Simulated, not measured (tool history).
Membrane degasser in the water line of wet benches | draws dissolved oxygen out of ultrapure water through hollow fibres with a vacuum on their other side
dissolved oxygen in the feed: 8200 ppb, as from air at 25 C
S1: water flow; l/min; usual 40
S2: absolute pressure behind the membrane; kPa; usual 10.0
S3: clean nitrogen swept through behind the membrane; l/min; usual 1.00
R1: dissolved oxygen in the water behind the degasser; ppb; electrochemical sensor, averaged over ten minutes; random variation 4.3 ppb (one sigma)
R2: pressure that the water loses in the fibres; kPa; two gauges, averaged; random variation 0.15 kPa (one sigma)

Run 1, day 0.000: usual settings. Result: R1 706.9 ppb, R2 30.32 kPa.
Run 2, day 5.129: usual settings but S1 45 l/min. Result: R1 802.4 ppb, R2 34.30 kPa.
Run 3, day 12.912: usual settings but S1 45 l/min. Result: R1 799.8 ppb, R2 34.39 kPa.
Run 4, day 18.017: usual settings but S1 45 l/min. Result: R1 797.2 ppb, R2 34.47 kPa.
Run 5, day 22.067: usual settings but S3 2.17 l/min. Result: R1 478.8 ppb, R2 30.08 kPa.
Run 6, day 25.725: usual settings but S1 55 l/min. Result: R1 965.0 ppb, R2 41.72 kPa.
Run 7, day 30.483: usual settings but S1 55 l/min. Result: R1 971.3 ppb, R2 42.10 kPa.
Run 8, day 37.496: usual settings but S1 55 l/min, S3 2.79 l/min. Result: R1 620.8 ppb, R2 41.86 kPa.
At day 41.304: vacuum gauge calibrated.
Run 9, day 43.288: usual settings but S1 55 l/min, S3 0.60 l/min. Result: R1 1213.5 ppb, R2 41.61 kPa.
Run 10, day 46.700: usual settings but S1 55 l/min, S3 0.60 l/min. Result: R1 1211.4 ppb, R2 41.48 kPa.
Run 11, day 52.700: usual settings but S3 0.79 l/min. Result: R1 805.1 ppb, R2 30.34 kPa.
Run 12, day 57.883: usual settings. Result: R1 712.9 ppb, R2 30.08 kPa.
Run 13, day 63.567: usual settings. Result: R1 719.6 ppb, R2 30.61 kPa.
Run 14, day 70.708: usual settings. Result: R1 709.5 ppb, R2 30.06 kPa.
Run 15, day 76.333: usual settings. Result: R1 719.7 ppb, R2 30.19 kPa.
At day 81.283: seals of the vacuum lines changed.
Run 16, day 81.462: usual settings but S1 43 l/min. Result: R1 767.1 ppb, R2 32.58 kPa.
Run 17, day 88.238: usual settings but S1 53 l/min, S2 8.7 kPa. Result: R1 820.1 ppb, R2 40.20 kPa.
Run 18, day 92.975: usual settings but S1 42 l/min, S2 13.8 kPa, S3 1.73 l/min. Result: R1 745.3 ppb, R2 31.78 kPa.
Run 19, day 96.208: usual settings but S1 47 l/min, S2 11.7 kPa, S3 2.19 l/min. Result: R1 644.9 ppb, R2 35.54 kPa.
Run 20, day 100.688: usual settings but S2 7.4 kPa. Result: R1 529.3 ppb, R2 30.35 kPa.
Run 21, day 103.875: usual settings but S1 42 l/min, S3 0.53 l/min. Result: R1 1047.8 ppb, R2 31.97 kPa.

Forecast run 22:
Run 22, day 111.658: usual settings but S1 62 l/min, S2 17.0 kPa, S3 1.60 l/min. Result: R1 ?, R2 ?.

{"run 22": {"R1": 1302.8, "R2": 47.39}}
Without the tool's hidden state the same run would have given R1 1302.2 ppb, R2 47.36 kPa.

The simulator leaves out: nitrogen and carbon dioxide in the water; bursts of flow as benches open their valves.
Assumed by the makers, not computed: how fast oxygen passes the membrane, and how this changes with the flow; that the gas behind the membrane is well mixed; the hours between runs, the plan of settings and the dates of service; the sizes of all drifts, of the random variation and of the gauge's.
